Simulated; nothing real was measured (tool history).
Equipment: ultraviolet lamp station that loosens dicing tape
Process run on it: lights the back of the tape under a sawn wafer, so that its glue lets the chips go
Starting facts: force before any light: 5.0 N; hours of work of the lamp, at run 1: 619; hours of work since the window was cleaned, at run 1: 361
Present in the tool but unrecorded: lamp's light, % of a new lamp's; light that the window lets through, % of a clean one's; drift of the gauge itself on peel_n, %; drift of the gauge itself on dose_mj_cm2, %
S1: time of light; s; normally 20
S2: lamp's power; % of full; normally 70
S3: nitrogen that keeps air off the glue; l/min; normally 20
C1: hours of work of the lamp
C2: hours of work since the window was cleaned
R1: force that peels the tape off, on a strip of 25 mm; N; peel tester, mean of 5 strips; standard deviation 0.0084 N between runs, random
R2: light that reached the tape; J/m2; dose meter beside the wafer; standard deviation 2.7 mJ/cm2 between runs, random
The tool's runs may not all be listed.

{"run": 1, "hour": 0.0, "S1": 20, "S2": 70, "S3": 20, "C1": 619, "C2": 361, "R1": 0.501, "R2": 2930}
{"run": 2, "hour": 26.2, "S1": 20, "S2": 78, "S3": 20, "C1": 636, "C2": 378, "R1": 0.385, "R2": 3250}
{"run": 3, "hour": 59.0, "S1": 20, "S2": 70, "S3": 20, "C1": 657, "C2": 399, "R1": 0.504, "R2": 2880}
{"run": 4, "hour": 90.6, "S1": 20, "S2": 70, "S3": 20, "C1": 677, "C2": 419, "R1": 0.525, "R2": 2930}
{"hour": 92.7, "done": "window cleaned of glue's vapour"}
{"run": 5, "hour": 117.7, "S1": 20, "S2": 70, "S3": 20, "C1": 694, "C2": 16, "R1": 0.532, "R2": 2770}
{"run": 6, "hour": 148.0, "S1": 20, "S2": 70, "S3": 20, "C1": 713, "C2": 35, "R1": 0.548, "R2": 2780}
{"hour": 163.6, "done": "window cleaned of glue's vapour, once more"}
{"run": 7, "hour": 167.2, "S1": 20, "S2": 70, "S3": 20, "C1": 725, "C2": 2, "R1": 0.466, "R2": 3050}
{"run": 8, "hour": 188.1, "S1": 20, "S2": 70, "S3": 20, "C1": 739, "C2": 16, "R1": 0.459, "R2": 3040}
{"run": 9, "hour": 203.8, "S1": 24, "S2": 70, "S3": 13, "C1": 749, "C2": 26, "R1": 0.45, "R2": 3640}
{"run": 10, "hour": 226.2, "S1": 24, "S2": 70, "S3": 13, "C1": 763, "C2": 40, "R1": 0.449, "R2": 3610}
{"run": 11, "hour": 256.8, "S1": 13, "S2": 76, "S3": 20, "C1": 783, "C2": 60, "R1": 0.928, "R2": 2110}
{"run": 12, "hour": 277.3, "S1": 19, "S2": 78, "S3": 10, "C1": 796, "C2": 73, "R1": 0.717, "R2": 3170}
{"run": 13, "hour": 304.2, "S1": 28, "S2": 70, "S3": 16, "C1": 813, "C2": 90, "R1": 0.299, "R2": 4160}

Consider 5 possible next runs. They are alternatives, not a sequence: every one starts from the tool as it was left by run 13. What does each give?
{"run": "A", "hour": 335.3, "S1": 13, "S2": 85, "S3": 38, "C1": 833, "C2": 110, "R1": "?", "R2": "?"}
{"run": "B", "hour": 335.3, "S1": 28, "S2": 83, "S3": 16, "C1": 833, "C2": 110, "R1": "?", "R2": "?"}
{"run": "C", "hour": 335.3, "S1": 13, "S2": 70, "S3": 20, "C1": 833, "C2": 110, "R1": "?", "R2": "?"}
{"run": "D", "hour": 335.3, "S1": 20, "S2": 70, "S3": 9, "C1": 833, "C2": 110, "R1": "?", "R2": "?"}
{"run": "E", "hour": 335.3, "S1": 11, "S2": 68, "S3": 25, "C1": 833, "C2": 110, "R1": "?", "R2": "?"}

run=A R1=0.516 R2=2320
run=B R1=0.206 R2=4890
run=C R1=1.073 R2=1890
run=D R1=0.888 R2=2940
run=E R1=1.228 R2=1550
What these runs would have given with no unlogged condition in the tool:
run=A R1=0.353 R2=2800
run=B R1=0.149 R2=5880
run=C R1=0.8 R2=2270
run=D R1=0.644 R2=3530
run=E R1=0.936 R2=1870
